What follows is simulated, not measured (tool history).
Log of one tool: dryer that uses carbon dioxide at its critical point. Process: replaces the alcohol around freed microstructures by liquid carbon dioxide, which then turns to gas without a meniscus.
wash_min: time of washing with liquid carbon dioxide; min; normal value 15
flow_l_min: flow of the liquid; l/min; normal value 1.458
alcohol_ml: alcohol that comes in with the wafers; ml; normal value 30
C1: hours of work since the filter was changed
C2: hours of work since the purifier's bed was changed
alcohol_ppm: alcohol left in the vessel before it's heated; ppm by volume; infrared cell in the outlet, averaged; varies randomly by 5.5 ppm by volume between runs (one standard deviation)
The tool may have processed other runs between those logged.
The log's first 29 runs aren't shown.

Run 30, hour 896.3: usual settings but wash_min 17 min, flow_l_min 1.01 l/min, alcohol_ml 68 ml; C1 230; C2 717. Result: alcohol_ppm 994 ppm by volume.
Run 31, hour 917.2: usual settings but wash_min 17 min, flow_l_min 1.01 l/min, alcohol_ml 68 ml; C1 239; C2 726. Result: alcohol_ppm 1015 ppm by volume.
Run 32, hour 938.7: usual settings but wash_min 9 min, flow_l_min 1.26 l/min, alcohol_ml 33 ml; C1 248; C2 735. Result: alcohol_ppm 1288 ppm by volume.
Run 33, hour 971.8: usual settings but flow_l_min 0.92 l/min, alcohol_ml 99 ml; C1 262; C2 749. Result: alcohol_ppm 2612 ppm by volume.
Run 34, hour 1006.4: usual settings but flow_l_min 1.3 l/min, alcohol_ml 31 ml; C1 277; C2 764. Result: alcohol_ppm 329 ppm by volume.
Run 35, hour 1030.4: usual settings but alcohol_ml 20 ml; C1 287; C2 774. Result: alcohol_ppm 176 ppm by volume.
At hour 1047.4: inlet filter changed.
Run 36, hour 1072.1: usual settings but wash_min 16 min, flow_l_min 1.15 l/min, alcohol_ml 20 ml; C1 10; C2 791. Result: alcohol_ppm 234 ppm by volume.
Run 37, hour 1090: usual settings but wash_min 21 min, flow_l_min 1.02 l/min, alcohol_ml 31 ml; C1 18; C2 799. Result: alcohol_ppm 216 ppm by volume.
Run 38, hour 1120.8: usual settings but wash_min 12 min, flow_l_min 1.54 l/min, alcohol_ml 111 ml; C1 31; C2 812. Result: alcohol_ppm 1009 ppm by volume.
Run 39, hour 1152: usual settings but wash_min 12 min, flow_l_min 1.54 l/min, alcohol_ml 111 ml; C1 44; C2 825. Result: alcohol_ppm 1075 ppm by volume.
Run 40, hour 1178.1: usual settings but flow_l_min 1.61 l/min, alcohol_ml 73 ml; C1 55; C2 836. Result: alcohol_ppm 288 ppm by volume.

4 options for the next run, each taken on its own from the tool as it stands now. Forecast them:
Run A, hour 1201.4: usual settings but wash_min 9 min, alcohol_ml 74 ml; C1 65; C2 846. Result: alcohol_ppm ?.
Run B, hour 1201.4: usual settings but flow_l_min 1.28 l/min, alcohol_ml 73 ml; C1 65; C2 846. Result: alcohol_ppm ?.
Run C, hour 1201.4: usual settings but wash_min 11 min, flow_l_min 1.6 l/min, alcohol_ml 21 ml; C1 65; C2 846. Result: alcohol_ppm ?.
Run D, hour 1201.4: usual settings but wash_min 21 min, flow_l_min 1.61 l/min, alcohol_ml 73 ml; C1 65; C2 846. Result: alcohol_ppm ?.

run  alcohol_ppm
  A         1819
  B          659
  C          280
  D           93
With the hidden condition removed and each run's random variation left untouched, the same runs would have given:
run  alcohol_ppm
  A         1695
  B          577
  C          222
  D           46

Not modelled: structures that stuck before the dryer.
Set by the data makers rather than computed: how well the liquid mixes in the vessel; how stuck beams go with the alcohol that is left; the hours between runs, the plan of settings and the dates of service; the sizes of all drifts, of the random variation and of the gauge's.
